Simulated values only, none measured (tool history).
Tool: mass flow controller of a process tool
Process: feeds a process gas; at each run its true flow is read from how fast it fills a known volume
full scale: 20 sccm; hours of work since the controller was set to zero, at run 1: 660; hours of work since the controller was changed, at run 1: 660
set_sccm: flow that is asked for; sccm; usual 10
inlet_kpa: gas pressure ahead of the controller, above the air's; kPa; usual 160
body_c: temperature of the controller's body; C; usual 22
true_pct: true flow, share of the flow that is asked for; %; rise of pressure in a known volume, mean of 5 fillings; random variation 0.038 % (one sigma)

run	hour	set_sccm	inlet_kpa	body_c	hours of work since the controller was set to zero	hours of work since the controller was changed	true_pct
1	0	10	160	22	660	660	98.93
2	130.7	10	147	22	721	721	98.97
3	193.5	10	249	22	750	750	98.31
4	281	10	160	22	791	791	98.94
5	389.3	10	160	33	842	842	98.16
6	477.6	10	160	33	883	883	98.04
7	626.2	10	160	33	952	952	98.09
8	701.8	10	160	33	987	987	98.15
9	765.6	10	160	33	1017	1017	98.12
10	853.7	10	160	33	1058	1058	98.14
11	957.8	10	160	33	1107	1107	98.11
12	1079.7	10	160	33	1163	1163	98.07
13	1187.3	10	160	33	1214	1214	98.13
14	1294.2	10	160	22	1263	1263	98.89
15	1367.1	10	169	22	1297	1297	98.78
16	1473.1	10	169	22	1347	1347	98.76
17	1596.6	10	169	22	1404	1404	98.83
18	1740.3	10	160	32	1471	1471	98.02
19	1862.1	3	188	35	1528	1528	95.74
20	1998.3	3	243	34	1592	1592	95.34
21	2120	3	160	22	1648	1648	96.76
22	2253.8	7	204	29	1711	1711	97.35

The next listed run, before its measurement:
23	2364	10	160	32	1762	1762	?

Run 23 gave true_pct 98.07 %.
Without the tool's hidden state the same run would have given true_pct 98.47 %.

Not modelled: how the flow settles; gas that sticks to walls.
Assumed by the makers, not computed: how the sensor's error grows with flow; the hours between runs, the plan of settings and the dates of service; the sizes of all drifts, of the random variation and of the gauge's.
